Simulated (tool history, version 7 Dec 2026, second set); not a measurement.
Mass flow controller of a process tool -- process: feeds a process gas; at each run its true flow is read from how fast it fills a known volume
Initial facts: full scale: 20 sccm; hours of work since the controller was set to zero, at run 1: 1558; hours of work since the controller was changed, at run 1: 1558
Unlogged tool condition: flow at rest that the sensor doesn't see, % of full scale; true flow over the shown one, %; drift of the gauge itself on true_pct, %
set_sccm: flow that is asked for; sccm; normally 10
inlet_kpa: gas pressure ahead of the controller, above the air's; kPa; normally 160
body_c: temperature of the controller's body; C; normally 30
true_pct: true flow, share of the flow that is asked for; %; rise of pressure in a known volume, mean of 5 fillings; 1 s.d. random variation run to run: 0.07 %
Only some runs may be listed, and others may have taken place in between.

run	hour	set_sccm	inlet_kpa	body_c	hours of work since the controller was set to zero	hours of work since the controller was changed	true_pct
1	0	10	160	30	1558	1558	98.65
2	85.3	18	160	30	1602	1602	99.08
3	174	10	160	30	1648	1648	98.51
4	227.7	10	160	30	1676	1676	98.47
5	353.4	10	160	30	1741	1741	98.31
6	452.6	10	160	30	1792	1792	98.12
7	536.1	4	160	30	1836	1836	97.62
8	624.9	4	160	30	1882	1882	97.49
9	688.2	4	160	30	1914	1914	97.48
10	791.4	4	160	30	1968	1968	97.3
11	884.9	4	160	30	2016	2016	97.11
12	987.2	19	236	24	2069	2069	98.93
13	1049.5	19	236	24	2102	2102	98.96
14	1113.8	10	235	24	2135	2135	98.33
15	1200.2	10	235	24	2180	2180	98.13
16	1277	16	160	28	2219	2219	97.73
17	1346.5	16	202	28	2255	2255	97.89
18	1433.9	2	261	39	2301	2301	96.58
19	1495	10	160	21	2332	2332	97.31
20	1620	10	160	21	2397	2397	97.28

4 options for the next run, each taken on its own from the tool as it stands now. Forecast them:
A	1740.3	4	255	22	2459	2459	?
B	1740.3	8	160	30	2459	2459	?
C	1740.3	4	160	27	2459	2459	?
D	1740.3	10	160	27	2459	2459	?

run	true_pct
A	97.38
B	96.54
C	96.16
D	96.68
Had the tool no hidden state, the same runs would have come out as:
run	true_pct
A	99.49
B	98.64
C	98.24
D	98.78
